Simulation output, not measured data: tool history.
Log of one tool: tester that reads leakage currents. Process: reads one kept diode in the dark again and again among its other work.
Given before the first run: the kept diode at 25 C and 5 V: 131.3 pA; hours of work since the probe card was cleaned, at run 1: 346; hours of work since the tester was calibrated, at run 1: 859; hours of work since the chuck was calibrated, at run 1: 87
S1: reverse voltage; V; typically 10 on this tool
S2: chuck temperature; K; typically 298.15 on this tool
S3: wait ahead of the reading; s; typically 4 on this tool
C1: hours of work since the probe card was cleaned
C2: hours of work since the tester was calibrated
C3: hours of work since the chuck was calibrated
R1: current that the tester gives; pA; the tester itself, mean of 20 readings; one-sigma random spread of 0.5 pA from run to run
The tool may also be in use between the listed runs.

Run 1, hour 0: usual settings; C1 346; C2 859; C3 87. Result: R1 164.67 pA.
Run 2, hour 33.3: usual settings but S2 312.15 K; C1 370; C2 883; C3 111. Result: R1 479.7 pA.
Run 3, hour 47.6: usual settings but S2 312.15 K; C1 380; C2 893; C3 121. Result: R1 478.31 pA.
Run 4, hour 63.6: usual settings but S2 312.15 K; C1 392; C2 905; C3 133. Result: R1 476.11 pA.
Run 5, hour 89.9: usual settings but S2 326.15 K; C1 411; C2 923; C3 152. Result: R1 1290.17 pA.
Run 6, hour 119.5: usual settings; C1 432; C2 945; C3 173. Result: R1 161.48 pA.
Run 7, hour 139.9: usual settings but S2 315.15 K; C1 447; C2 960; C3 188. Result: R1 588.95 pA.
Run 8, hour 156.7: usual settings; C1 459; C2 972; C3 200. Result: R1 160.57 pA.
Run 9, hour 172.7: usual settings; C1 471; C2 983; C3 212. Result: R1 160.32 pA.
Run 10, hour 188.8: usual settings; C1 482; C2 995; C3 223. Result: R1 160.04 pA.
Run 11, hour 213.7: usual settings; C1 500; C2 1013; C3 241. Result: R1 159.44 pA.
Run 12, hour 247: usual settings; C1 524; C2 1037; C3 265. Result: R1 158.65 pA.
Run 13, hour 277.9: usual settings but S1 1.4 V; C1 547; C2 1059; C3 288. Result: R1 81.57 pA.
At hour 281.5: chuck's temperature calibrated.
Run 14, hour 315: usual settings but S2 295.15 K, S3 0.52 s; C1 572; C2 1085; C3 24. Result: R1 122.61 pA.
Run 15, hour 342.7: usual settings but S1 18 V, S2 333.15 K; C1 592; C2 1104; C3 44. Result: R1 2322.6 pA.
Run 16, hour 373.3: usual settings but S1 1.4 V; C1 614; C2 1127; C3 66. Result: R1 77.07 pA.

Predict the results of run 17:
Run 17, hour 403.3: usual settings but S1 1.4 V; C1 636; C2 1148; C3 88. Result: R1 ?.

R1: 75.99 pA
If the tool had no hidden condition, the same run with the same run-to-run variation would have returned R1 86.94 pA.

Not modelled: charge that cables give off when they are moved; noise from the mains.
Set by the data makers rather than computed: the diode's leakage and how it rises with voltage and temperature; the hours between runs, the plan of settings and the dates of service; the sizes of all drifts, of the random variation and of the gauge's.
